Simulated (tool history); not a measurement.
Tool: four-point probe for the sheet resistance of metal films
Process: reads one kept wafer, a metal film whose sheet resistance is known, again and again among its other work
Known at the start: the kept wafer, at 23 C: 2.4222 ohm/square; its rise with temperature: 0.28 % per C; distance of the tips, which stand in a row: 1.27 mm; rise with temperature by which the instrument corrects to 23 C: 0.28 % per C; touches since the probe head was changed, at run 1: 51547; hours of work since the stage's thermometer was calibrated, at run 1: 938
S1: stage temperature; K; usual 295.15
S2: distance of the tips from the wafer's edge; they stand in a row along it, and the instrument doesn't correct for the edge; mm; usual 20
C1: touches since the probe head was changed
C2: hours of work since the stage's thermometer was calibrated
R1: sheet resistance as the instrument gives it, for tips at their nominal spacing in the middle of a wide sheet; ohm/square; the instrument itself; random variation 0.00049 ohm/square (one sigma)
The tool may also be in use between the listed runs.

| run | day | S1 | S2 | C1 | C2 | R1 |
|---|---|---|---|---|---|---|
| 1 | 0 | 295.15 | 20 | 51547 | 938 | 2.440336 |
| 2 | 1.212 | 295.15 | 20 | 52542 | 952 | 2.441342 |
| 3 | 2.546 | 295.15 | 20 | 53634 | 967 | 2.442126 |
| 4 | 4.117 | 295.15 | 20 | 54925 | 985 | 2.44149 |
| 5 | 4.946 | 295.15 | 20 | 55604 | 994 | 2.441383 |
| 6 | 6.25 | 295.15 | 20 | 56674 | 1009 | 2.4413 |
| 7 | 8.104 | 295.15 | 20 | 58195 | 1030 | 2.442784 |
| 8 | 10 | 295.15 | 20 | 59749 | 1051 | 2.441318 |
| 9 | 11.862 | 297.15 | 20 | 61277 | 1072 | 2.442262 |
| 10 | 13.317 | 295.15 | 20 | 62470 | 1088 | 2.44148 |
| 11 | 14.433 | 295.15 | 20 | 63387 | 1101 | 2.443007 |
| 12 | 15.9 | 295.15 | 20 | 64589 | 1117 | 2.442133 |
| 13 | 17.196 | 295.15 | 8 | 65654 | 1132 | 2.470122 |
| 14 | 18.167 | 295.15 | 20 | 66450 | 1143 | 2.442338 |
| 15 | 19.938 | 295.15 | 20 | 67901 | 1163 | 2.442924 |
| 16 | 21.004 | 295.15 | 29 | 68777 | 1175 | 2.439891 |
| 17 | 22.392 | 295.15 | 29 | 69916 | 1191 | 2.440379 |
| 18 | 23.725 | 295.15 | 29 | 71008 | 1206 | 2.440701 |
| 19 | 25.192 | 300.15 | 31 | 72214 | 1222 | 2.441225 |
| 20 | 26.546 | 300.15 | 7 | 73323 | 1237 | 2.481841 |
| 21 | 27.979 | 295.15 | 6 | 74498 | 1253 | 2.496279 |
| 22 | 29.892 | 302.15 | 6 | 76067 | 1275 | 2.496883 |
| 23 | 31.375 | 302.15 | 9 | 77283 | 1292 | 2.465425 |
|  | 31.488 | stage's thermometer calibrated |
| 24 | 32.608 | 298.15 | 54 | 78279 | 13 | 2.438394 |
| 25 | 34.292 | 297.15 | 12 | 79658 | 32 | 2.453426 |
| 26 | 35.138 | 297.15 | 12 | 80355 | 41 | 2.452541 |
| 27 | 36.779 | 298.15 | 25 | 81702 | 60 | 2.442364 |
| 28 | 38.042 | 293.15 | 8 | 82738 | 74 | 2.471267 |
| 29 | 39.104 | 306.15 | 3 | 83607 | 86 | 2.652836 |
| 30 | 40.983 | 294.15 | 11 | 85151 | 107 | 2.455607 |
| 31 | 41.779 | 307.15 | 13 | 85803 | 116 | 2.452719 |
|  | 42.042 | stage's thermometer calibrated, once more |
| 32 | 43.246 | 307.15 | 13 | 86988 | 14 | 2.455841 |
| 33 | 44.596 | 299.15 | 13 | 88096 | 29 | 2.454239 |

5 ways to go on from here, each from the tool as it stands after run 33. What would each give?
| A | 46.354 | 292.15 | 20 | 89540 | 49 | ? |
| B | 46.354 | 293.15 | 43 | 89540 | 49 | ? |
| C | 46.354 | 299.15 | 58 | 89540 | 49 | ? |
| D | 46.354 | 307.15 | 16 | 89540 | 49 | ? |
| E | 46.354 | 299.15 | 4 | 89540 | 49 | ? |

| run | R1 |
|---|---|
| A | 2.446573 |
| B | 2.443157 |
| C | 2.443622 |
| D | 2.45278 |
| E | 2.567874 |
Without the tool's hidden state the same runs would have given:
| run | R1 |
|---|---|
| A | 2.426217 |
| B | 2.422824 |
| C | 2.42327 |
| D | 2.432339 |
| E | 2.546581 |

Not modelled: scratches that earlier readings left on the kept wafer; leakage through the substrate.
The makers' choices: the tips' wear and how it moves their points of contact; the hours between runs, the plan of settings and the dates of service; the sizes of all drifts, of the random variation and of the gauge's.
